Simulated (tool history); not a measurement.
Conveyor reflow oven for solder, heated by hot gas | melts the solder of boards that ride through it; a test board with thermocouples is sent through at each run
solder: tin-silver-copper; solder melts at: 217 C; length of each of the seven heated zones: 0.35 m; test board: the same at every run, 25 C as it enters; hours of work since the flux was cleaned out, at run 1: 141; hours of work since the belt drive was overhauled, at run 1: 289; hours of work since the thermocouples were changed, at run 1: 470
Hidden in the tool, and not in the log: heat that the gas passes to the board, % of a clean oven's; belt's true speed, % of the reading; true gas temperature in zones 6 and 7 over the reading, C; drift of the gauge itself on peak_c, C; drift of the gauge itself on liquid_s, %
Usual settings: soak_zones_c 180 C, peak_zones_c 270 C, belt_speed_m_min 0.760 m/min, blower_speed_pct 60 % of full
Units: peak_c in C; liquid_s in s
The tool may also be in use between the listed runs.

run,day,soak_zones_c,peak_zones_c,belt_speed_m_min,blower_speed_pct,hours of work since the flux was cleaned out,hours of work since the belt drive was overhauled,hours of work since the thermocouples were changed,peak_c,liquid_s
1,0.000,180,270,0.760,60,141,289,470,250.6,42.3
2,0.438,180,284,0.760,60,149,297,478,262.8,47.4
3,0.775,180,284,0.760,60,155,303,484,263.3,47.6
4,1.367,180,284,0.760,60,165,313,494,263.3,47.4
5,1.754,180,270,0.760,80,172,320,501,254.8,44.5
6,2.362,180,270,0.760,80,183,331,512,254.3,44.4
7,2.933,180,270,0.760,60,193,341,522,250.5,41.3
8,3.392,180,270,0.760,60,201,349,530,250.5,41.6
9,3.842,180,270,0.760,60,209,357,539,250.3,41.7
10,4.312,180,270,0.760,63,218,365,547,251.4,42.4
11,4.892,180,270,0.760,60,228,376,557,250.4,41.5
12,5.450,180,270,0.760,60,238,386,567,250.9,41.6
13,6.033,180,270,0.760,60,248,396,577,250.1,41.5
14,6.621,180,270,0.760,60,259,407,588,249.7,41.4
15,7.179,180,270,0.760,60,269,416,598,249.8,41.3
# day 7.829: flux residue cleaned out of gas plates and filters
16,8.000,180,270,0.760,60,3,427,609,251.7,42.7
17,8.488,180,281,0.864,65,12,436,617,258.0,39.9
18,9.146,180,281,0.864,65,23,448,629,257.7,40.1
19,9.779,180,268,0.730,60,35,459,640,250.8,45.0
20,10.312,181,281,0.857,52,44,468,650,254.4,37.9
21,10.688,180,270,0.784,76,51,475,656,253.7,42.9
22,11.162,180,259,0.746,60,59,484,665,242.3,38.1
# day 11.371: belt drive overhauled, speed set with a stopwatch
23,11.750,180,259,0.746,60,67,7,672,243.4,38.1
24,12.404,180,282,0.760,87,78,18,684,266.8,50.2
25,13.058,180,282,0.760,87,90,30,696,267.0,50.5
26,13.688,179,267,0.699,60,101,41,707,251.1,47.1
27,14.225,172,280,0.873,77,111,51,716,257.3,37.9
28,14.625,172,280,0.873,77,118,58,724,257.4,37.4
# day 14.875: belt drive overhauled, speed set with a stopwatch, once more
29,15.367,172,264,0.720,65,128,9,734,246.4,39.4
30,15.771,172,264,0.720,65,135,16,741,246.7,39.5
31,16.221,172,264,0.720,60,143,24,749,245.3,38.6

Measured less the same run without the tool's hidden state. The same run-to-run variation is in both; the gauge's scatter may not be:
run,peak_c,liquid_s
1,-1.8,-0.8
2,-1.9,-0.5
3,-2.0,-0.5
4,-2.1,-0.5
5,-2.3,-0.8
6,-2.3,-0.9
7,-2.2,-1.1
8,-2.2,-1.1
9,-2.3,-1.1
10,-2.4,-1.2
11,-2.5,-1.2
12,-2.5,-1.3
13,-2.6,-1.2
14,-2.7,-1.3
15,-2.8,-1.4
16,-1.0,+0.0
17,-0.9,+0.1
18,-1.0,+0.0
19,-1.2,-0.1
20,-1.1,+0.0
21,-1.4,-0.1
22,-1.4,-0.4
23,-1.2,+0.0
24,-1.5,+0.6
25,-1.6,+0.5
26,-1.5,+0.2
27,-1.8,+0.1
28,-1.8,+0.0
29,-2.5,-1.7
30,-2.5,-1.8
31,-2.5,-1.9
